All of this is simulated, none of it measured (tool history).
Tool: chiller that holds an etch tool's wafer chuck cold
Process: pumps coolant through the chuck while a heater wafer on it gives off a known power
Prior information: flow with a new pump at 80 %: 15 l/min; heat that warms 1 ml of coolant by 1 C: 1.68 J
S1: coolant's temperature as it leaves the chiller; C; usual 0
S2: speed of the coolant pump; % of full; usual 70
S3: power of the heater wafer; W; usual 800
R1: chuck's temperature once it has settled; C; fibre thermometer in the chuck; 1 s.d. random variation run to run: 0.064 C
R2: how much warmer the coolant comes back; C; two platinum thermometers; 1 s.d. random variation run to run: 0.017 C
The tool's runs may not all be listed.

{"run": 1, "day": 0.0, "S1": 0, "S2": 70, "S3": 800, "R1": 7.57, "R2": 2.32}
{"run": 2, "day": 2.329, "S1": 0, "S2": 70, "S3": 800, "R1": 7.52, "R2": 2.34}
{"run": 3, "day": 4.217, "S1": 0, "S2": 70, "S3": 800, "R1": 7.55, "R2": 2.33}
{"run": 4, "day": 7.996, "S1": 0, "S2": 70, "S3": 1032, "R1": 9.76, "R2": 3.0}
{"run": 5, "day": 9.804, "S1": 0, "S2": 70, "S3": 800, "R1": 7.64, "R2": 2.27}
{"run": 6, "day": 13.55, "S1": 0, "S2": 96, "S3": 800, "R1": 5.84, "R2": 1.66}
{"run": 7, "day": 15.896, "S1": 0, "S2": 96, "S3": 800, "R1": 5.89, "R2": 1.69}
{"run": 8, "day": 19.2, "S1": 0, "S2": 70, "S3": 800, "R1": 7.6, "R2": 2.28}
{"run": 9, "day": 21.117, "S1": 0, "S2": 70, "S3": 800, "R1": 7.61, "R2": 2.3}
{"run": 10, "day": 24.704, "S1": 0, "S2": 70, "S3": 800, "R1": 7.59, "R2": 2.29}
{"day": 25.092, "done": "chiller's thermometer calibrated"}
{"run": 11, "day": 26.371, "S1": 0, "S2": 70, "S3": 800, "R1": 7.59, "R2": 2.3}
{"run": 12, "day": 30.262, "S1": 0, "S2": 70, "S3": 800, "R1": 7.6, "R2": 2.33}
{"day": 32.625, "done": "chiller's thermometer calibrated, once more"}
{"run": 13, "day": 33.554, "S1": 0, "S2": 70, "S3": 800, "R1": 7.62, "R2": 2.32}
{"run": 14, "day": 36.425, "S1": -10, "S2": 70, "S3": 800, "R1": -2.27, "R2": 2.35}
{"run": 15, "day": 38.546, "S1": -10, "S2": 70, "S3": 800, "R1": -2.38, "R2": 2.36}
{"run": 16, "day": 41.5, "S1": 0, "S2": 70, "S3": 841, "R1": 8.15, "R2": 2.46}
{"run": 17, "day": 45.046, "S1": 0, "S2": 70, "S3": 800, "R1": 7.73, "R2": 2.33}
{"run": 18, "day": 47.208, "S1": 3, "S2": 69, "S3": 717, "R1": 10.02, "R2": 2.12}
{"run": 19, "day": 50.821, "S1": 0, "S2": 60, "S3": 438, "R1": 4.79, "R2": 1.5}
{"run": 20, "day": 53.546, "S1": 1, "S2": 74, "S3": 579, "R1": 6.27, "R2": 1.6}

What will run 21 give?
{"run": 21, "day": 55.346, "S1": -9, "S2": 74, "S3": 520, "R1": "?", "R2": "?"}

Logged for run 21: R1 -4.13 C, R2 1.46 C.
With no hidden state in the tool, this same run would have given R1 -4.45 C, R2 1.36 C.

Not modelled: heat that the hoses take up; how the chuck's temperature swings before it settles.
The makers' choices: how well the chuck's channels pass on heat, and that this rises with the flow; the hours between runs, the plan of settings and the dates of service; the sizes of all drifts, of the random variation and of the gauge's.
